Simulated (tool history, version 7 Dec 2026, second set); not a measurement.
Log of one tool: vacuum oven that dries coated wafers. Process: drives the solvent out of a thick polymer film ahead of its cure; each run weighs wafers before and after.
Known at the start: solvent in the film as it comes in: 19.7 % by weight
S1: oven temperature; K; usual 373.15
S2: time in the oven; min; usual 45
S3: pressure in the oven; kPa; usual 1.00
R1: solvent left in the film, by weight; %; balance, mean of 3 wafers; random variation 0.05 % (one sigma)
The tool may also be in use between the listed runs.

{"run": 1, "hour": 0.0, "S1": 373.15, "S2": 45, "S3": 1.0, "R1": 2.47}
{"run": 2, "hour": 10.7, "S1": 373.15, "S2": 32, "S3": 1.0, "R1": 3.42}
{"run": 3, "hour": 21.3, "S1": 373.15, "S2": 45, "S3": 1.0, "R1": 2.54}
{"run": 4, "hour": 41.9, "S1": 373.15, "S2": 45, "S3": 1.0, "R1": 2.47}
{"run": 5, "hour": 60.6, "S1": 373.15, "S2": 45, "S3": 0.63, "R1": 2.02}
{"run": 6, "hour": 83.0, "S1": 373.15, "S2": 45, "S3": 0.63, "R1": 1.96}
{"run": 7, "hour": 96.9, "S1": 372.15, "S2": 45, "S3": 1.0, "R1": 2.71}
{"run": 8, "hour": 109.7, "S1": 372.15, "S2": 45, "S3": 1.0, "R1": 2.6}
{"run": 9, "hour": 123.7, "S1": 373.15, "S2": 45, "S3": 1.0, "R1": 2.58}
{"run": 10, "hour": 139.5, "S1": 386.15, "S2": 45, "S3": 1.0, "R1": 1.16}
{"run": 11, "hour": 160.4, "S1": 386.15, "S2": 45, "S3": 1.0, "R1": 1.07}
{"run": 12, "hour": 171.6, "S1": 373.15, "S2": 30, "S3": 1.0, "R1": 3.82}
{"run": 13, "hour": 182.3, "S1": 373.15, "S2": 30, "S3": 1.0, "R1": 3.86}
{"run": 14, "hour": 195.6, "S1": 373.15, "S2": 45, "S3": 1.0, "R1": 2.41}
{"run": 15, "hour": 215.8, "S1": 373.15, "S2": 45, "S3": 1.0, "R1": 2.43}
{"run": 16, "hour": 232.2, "S1": 370.15, "S2": 45, "S3": 1.0, "R1": 3.06}
{"run": 17, "hour": 256.6, "S1": 370.15, "S2": 45, "S3": 1.0, "R1": 3.0}
{"hour": 259.7, "done": "oven's thermocouples calibrated"}
{"run": 18, "hour": 283.2, "S1": 370.15, "S2": 45, "S3": 1.0, "R1": 2.93}
{"run": 19, "hour": 307.6, "S1": 370.15, "S2": 45, "S3": 1.0, "R1": 2.99}
{"run": 20, "hour": 317.8, "S1": 370.15, "S2": 45, "S3": 1.0, "R1": 3.01}
{"run": 21, "hour": 333.9, "S1": 370.15, "S2": 45, "S3": 1.0, "R1": 3.05}
{"run": 22, "hour": 349.6, "S1": 370.15, "S2": 51, "S3": 1.0, "R1": 2.65}
{"hour": 369.3, "done": "oven's thermocouples calibrated, once more"}
{"run": 23, "hour": 374.5, "S1": 370.15, "S2": 51, "S3": 1.0, "R1": 2.88}
{"run": 24, "hour": 388.3, "S1": 373.15, "S2": 45, "S3": 0.74, "R1": 2.27}
{"run": 25, "hour": 408.1, "S1": 366.15, "S2": 53, "S3": 1.62, "R1": 4.85}
{"run": 26, "hour": 427.2, "S1": 373.15, "S2": 37, "S3": 1.01, "R1": 3.25}
{"run": 27, "hour": 441.5, "S1": 364.15, "S2": 27, "S3": 0.67, "R1": 6.65}
{"run": 28, "hour": 456.0, "S1": 362.15, "S2": 67, "S3": 1.0, "R1": 3.88}
{"run": 29, "hour": 468.9, "S1": 368.15, "S2": 72, "S3": 3.37, "R1": 6.92}
{"run": 30, "hour": 492.8, "S1": 367.15, "S2": 56, "S3": 3.37, "R1": 7.65}
{"run": 31, "hour": 512.6, "S1": 366.15, "S2": 56, "S3": 3.37, "R1": 8.06}
{"run": 32, "hour": 530.0, "S1": 366.15, "S2": 56, "S3": 1.45, "R1": 4.52}
{"run": 33, "hour": 545.6, "S1": 366.15, "S2": 56, "S3": 1.45, "R1": 4.36}
{"run": 34, "hour": 564.2, "S1": 366.15, "S2": 56, "S3": 1.45, "R1": 4.3}
{"run": 35, "hour": 576.0, "S1": 369.15, "S2": 56, "S3": 0.67, "R1": 2.41}
{"run": 36, "hour": 591.3, "S1": 369.15, "S2": 57, "S3": 3.97, "R1": 7.9}
{"run": 37, "hour": 608.2, "S1": 369.15, "S2": 57, "S3": 3.97, "R1": 7.97}
{"run": 38, "hour": 619.8, "S1": 369.15, "S2": 57, "S3": 3.97, "R1": 8.0}
{"run": 39, "hour": 641.2, "S1": 376.15, "S2": 59, "S3": 0.83, "R1": 1.6}
{"run": 40, "hour": 651.4, "S1": 360.15, "S2": 51, "S3": 3.43, "R1": 10.8}
{"run": 41, "hour": 675.9, "S1": 379.15, "S2": 64, "S3": 2.22, "R1": 3.01}
{"run": 42, "hour": 696.4, "S1": 381.15, "S2": 25, "S3": 0.65, "R1": 2.56}
{"run": 43, "hour": 721.3, "S1": 373.15, "S2": 48, "S3": 1.0, "R1": 2.54}
{"run": 44, "hour": 742.9, "S1": 373.15, "S2": 48, "S3": 1.0, "R1": 2.47}
{"run": 45, "hour": 762.4, "S1": 366.15, "S2": 48, "S3": 0.58, "R1": 3.25}
{"run": 46, "hour": 777.5, "S1": 366.15, "S2": 24, "S3": 0.58, "R1": 6.49}
{"run": 47, "hour": 795.1, "S1": 378.15, "S2": 60, "S3": 1.09, "R1": 1.73}

4 ways to go on from here, each from the tool as it stands after run 47. What would each give?
{"run": "A", "hour": 813.9, "S1": 378.15, "S2": 60, "S3": 1.09, "R1": "?"}
{"run": "B", "hour": 813.9, "S1": 373.15, "S2": 62, "S3": 1.0, "R1": "?"}
{"run": "C", "hour": 813.9, "S1": 359.15, "S2": 78, "S3": 2.9, "R1": "?"}
{"run": "D", "hour": 813.9, "S1": 373.15, "S2": 79, "S3": 1.0, "R1": "?"}

run=A R1=1.69
run=B R1=2.09
run=C R1=8.89
run=D R1=2.00
Without the tool's hidden state the same runs would have given:
run=A R1=1.50
run=B R1=1.88
run=C R1=8.70
run=D R1=1.76
